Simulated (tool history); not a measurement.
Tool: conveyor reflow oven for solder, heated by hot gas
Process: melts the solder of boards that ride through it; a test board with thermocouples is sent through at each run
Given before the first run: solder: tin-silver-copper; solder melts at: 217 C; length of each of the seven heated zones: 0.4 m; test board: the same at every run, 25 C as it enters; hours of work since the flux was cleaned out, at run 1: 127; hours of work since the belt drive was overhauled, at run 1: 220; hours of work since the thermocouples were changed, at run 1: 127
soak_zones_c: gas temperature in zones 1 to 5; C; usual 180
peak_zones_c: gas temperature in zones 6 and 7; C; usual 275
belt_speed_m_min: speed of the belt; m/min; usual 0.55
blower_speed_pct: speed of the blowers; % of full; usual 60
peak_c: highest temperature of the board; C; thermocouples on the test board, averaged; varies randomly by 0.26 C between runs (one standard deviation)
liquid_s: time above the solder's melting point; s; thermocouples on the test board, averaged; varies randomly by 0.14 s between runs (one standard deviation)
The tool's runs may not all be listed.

run	hour	soak_zones_c	peak_zones_c	belt_speed_m_min	blower_speed_pct	hours of work since the flux was cleaned out	hours of work since the belt drive was overhauled	hours of work since the thermocouples were changed	peak_c	liquid_s
1	0	180	275	0.55	60	127	220	127	265.3	78.3
2	33	180	275	0.55	60	141	233	141	265.8	78.1
3	81.2	180	280	0.55	60	161	253	161	270.8	80.4
4	121.7	180	280	0.55	60	178	270	178	270.5	80.4
5	181.2	180	280	0.55	60	202	295	202	270.7	80.6
# hour 225.2: flux residue cleaned out of gas plates and filters
6	230.1	180	280	0.55	60	2	313	221	270.4	80.5
7	266.5	180	275	0.459	60	17	328	236	269.4	96.5
8	307.8	180	275	0.459	60	34	345	253	269.7	96.5
9	350.7	180	275	0.459	60	52	363	270	269.1	96.8
10	415.1	180	275	0.459	60	79	389	297	269	96.4
11	449.8	180	275	0.459	60	93	404	311	269.5	96.2
12	491.1	180	275	0.459	60	110	421	329	269.2	96.4
13	550.6	180	275	0.55	60	135	446	353	266	78.2
14	588.7	180	275	0.55	60	150	461	369	266.1	78.3
15	618.8	180	275	0.55	60	163	474	381	265.2	78.4
16	674.6	180	279	0.511	60	186	497	405	270.7	87.1
17	734.3	171	282	0.552	60	211	522	429	271.6	77.7
# hour 757.7: flux residue cleaned out of gas plates and filters
18	789	175	283	0.455	77	13	542	450	278.2	99.8
19	846.4	175	283	0.455	77	37	566	474	278	100
20	915.4	166	274	0.465	66	65	594	502	268.1	89.4
21	959.3	166	274	0.58	66	83	613	520	262.6	67.8
22	1023.4	183	275	0.629	66	110	639	547	263.3	67.9
23	1085.8	183	275	0.629	66	136	665	573	263.6	68.3
24	1133.2	190	275	0.55	71	155	685	592	267.3	83.2
25	1195.3	180	285	0.55	62	181	710	618	275.4	82.5
26	1228.5	180	271	0.6	62	195	724	632	259.9	68.8
27	1274.7	168	269	0.651	60	214	743	651	253.9	54.9
# hour 1285.9: flux residue cleaned out of gas plates and filters
28	1347	168	269	0.651	60	25	771	679	253.7	55.2
29	1415.7	180	288	0.588	60	54	799	707	276	77.9
30	1464.7	187	279	0.588	60	74	820	727	269	77

What if the next run were any one of these 3? Each begins from the tool's condition after run 30:
# hour 1481.7: belt drive overhauled, speed set with a stopwatch
A	1532	179	281	0.588	60	100	21	754	?	?
# hour 1481.7: belt drive overhauled, speed set with a stopwatch
B	1532	180	276	0.444	70	100	21	754	?	?
# hour 1481.7: belt drive overhauled, speed set with a stopwatch
C	1532	169	279	0.584	60	100	21	754	?	?

run	peak_c	liquid_s
A	269	74.2
B	271.4	100.7
C	266.3	70.3
With the hidden condition removed and each run's random variation left untouched, the same runs would have given:
run	peak_c	liquid_s
A	269.1	74.3
B	271.6	100.8
C	266.4	70.3
